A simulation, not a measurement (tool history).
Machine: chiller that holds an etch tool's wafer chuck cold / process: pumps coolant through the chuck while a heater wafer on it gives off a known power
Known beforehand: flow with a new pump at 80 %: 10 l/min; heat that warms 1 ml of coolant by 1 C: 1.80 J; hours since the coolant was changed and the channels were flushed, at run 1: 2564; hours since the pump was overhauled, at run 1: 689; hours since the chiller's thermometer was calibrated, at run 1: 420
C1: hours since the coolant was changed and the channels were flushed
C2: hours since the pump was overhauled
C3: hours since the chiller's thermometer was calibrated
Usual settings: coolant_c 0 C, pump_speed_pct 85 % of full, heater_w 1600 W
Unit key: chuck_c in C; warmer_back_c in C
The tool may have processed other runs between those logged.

Run 1, hour 0: usual settings; C1 2564; C2 689; C3 420. Result: chuck_c 13.4 C, warmer_back_c 5.18 C.
Run 2, hour 185.4: usual settings; C1 2749; C2 874; C3 606. Result: chuck_c 13.5 C, warmer_back_c 5.21 C.
Run 3, hour 291.5: usual settings but coolant_c 2 C; C1 2855; C2 980; C3 712. Result: chuck_c 15.5 C, warmer_back_c 5.24 C.
Run 4, hour 458: usual settings but coolant_c 8 C; C1 3022; C2 1147; C3 878. Result: chuck_c 21.8 C, warmer_back_c 5.22 C.
Run 5, hour 641.2: usual settings but coolant_c 8 C; C1 3205; C2 1330; C3 1061. Result: chuck_c 22.1 C, warmer_back_c 5.28 C.
Run 6, hour 823.6: usual settings but coolant_c 8 C; C1 3387; C2 1512; C3 1244. Result: chuck_c 22 C, warmer_back_c 5.28 C.
Run 7, hour 940.6: usual settings but coolant_c 8 C; C1 3504; C2 1629; C3 1361. Result: chuck_c 22.2 C, warmer_back_c 5.29 C.
Run 8, hour 1118.5: usual settings but coolant_c 8 C; C1 3682; C2 1807; C3 1539. Result: chuck_c 22.5 C, warmer_back_c 5.41 C.
Run 9, hour 1306: usual settings; C1 3870; C2 1995; C3 1726. Result: chuck_c 14.6 C, warmer_back_c 5.37 C.
Run 10, hour 1432.7: usual settings; C1 3996; C2 2121; C3 1853. Result: chuck_c 14.7 C, warmer_back_c 5.46 C.
Run 11, hour 1520.8: usual settings; C1 4084; C2 2209; C3 1941. Result: chuck_c 14.9 C, warmer_back_c 5.41 C.
Run 12, hour 1690.4: usual settings; C1 4254; C2 2379; C3 2111. Result: chuck_c 14.9 C, warmer_back_c 5.48 C.
Run 13, hour 1771.6: usual settings but coolant_c 8 C, pump_speed_pct 63 % of full, heater_w 1755 W; C1 4335; C2 2460; C3 2192. Result: chuck_c 29.3 C, warmer_back_c 8.26 C.
At hour 1841.4: chiller's thermometer calibrated.
Run 14, hour 1860.9: usual settings but coolant_c 8 C, pump_speed_pct 63 % of full, heater_w 1755 W; C1 4424; C2 2549; C3 20. Result: chuck_c 30 C, warmer_back_c 8.24 C.
Run 15, hour 2008.1: usual settings but coolant_c 8 C, pump_speed_pct 63 % of full, heater_w 1755 W; C1 4571; C2 2696; C3 167. Result: chuck_c 30.1 C, warmer_back_c 8.29 C.
Run 16, hour 2167.6: usual settings but pump_speed_pct 71 % of full; C1 4730; C2 2855; C3 326. Result: chuck_c 18.6 C, warmer_back_c 6.78 C.
At hour 2188.1: coolant changed, channels flushed.
Run 17, hour 2339.5: usual settings but coolant_c -2 C, pump_speed_pct 99 % of full, heater_w 2241 W; C1 151; C2 3021; C3 492. Result: chuck_c 14.2 C, warmer_back_c 6.7 C.
Run 18, hour 2441.6: usual settings but coolant_c -5 C, pump_speed_pct 62 % of full; C1 253; C2 3123; C3 594. Result: chuck_c 12.2 C, warmer_back_c 7.89 C.
Run 19, hour 2526.8: usual settings but coolant_c -5 C, pump_speed_pct 62 % of full; C1 339; C2 3208; C3 679. Result: chuck_c 12.3 C, warmer_back_c 7.93 C.
Run 20, hour 2696.5: usual settings but coolant_c -5 C, pump_speed_pct 62 % of full; C1 508; C2 3378; C3 849. Result: chuck_c 12.6 C, warmer_back_c 7.91 C.
Run 21, hour 2781.9: usual settings but pump_speed_pct 89 % of full, heater_w 2329 W; C1 594; C2 3463; C3 934. Result: chuck_c 18.9 C, warmer_back_c 7.92 C.
Run 22, hour 2970.8: usual settings but coolant_c -5 C, heater_w 1571 W; C1 783; C2 3652; C3 1123. Result: chuck_c 8.3 C, warmer_back_c 5.62 C.

A few steps of chuck_c between consecutive runs. Split each: what settings, incoming material and random variation would produce without the hidden state, and what is left over for the hidden state, along with gauge scatter present in only one of the two compared results (measured, and without hidden state):
Hidden state present: heat passed by the chuck's channels, % of clean ones'; flow at a given pump speed, % of a new pump's; coolant's true temperature over the reading, C; drift of the gauge itself on chuck_c, C; drift of the gauge itself on warmer_back_c, C.
Run 12 -> 13: coolant_c 0 -> 8, pump_speed_pct 85 -> 63, heater_w 1600 -> 1755. chuck_c +14.4 C: hidden state +1.4, all else +13.
Run 15 -> 16: coolant_c 8 -> 0, pump_speed_pct 63 -> 71, heater_w 1755 -> 1600. chuck_c -11.5 C: hidden state -0.7, all else -10.8.
Run 16 -> 17: coolant_c 0 -> -2, pump_speed_pct 71 -> 99, heater_w 1600 -> 2241, coolant changed, channels flushed. chuck_c -4.4 C: hidden state -3.2, all else -1.2.
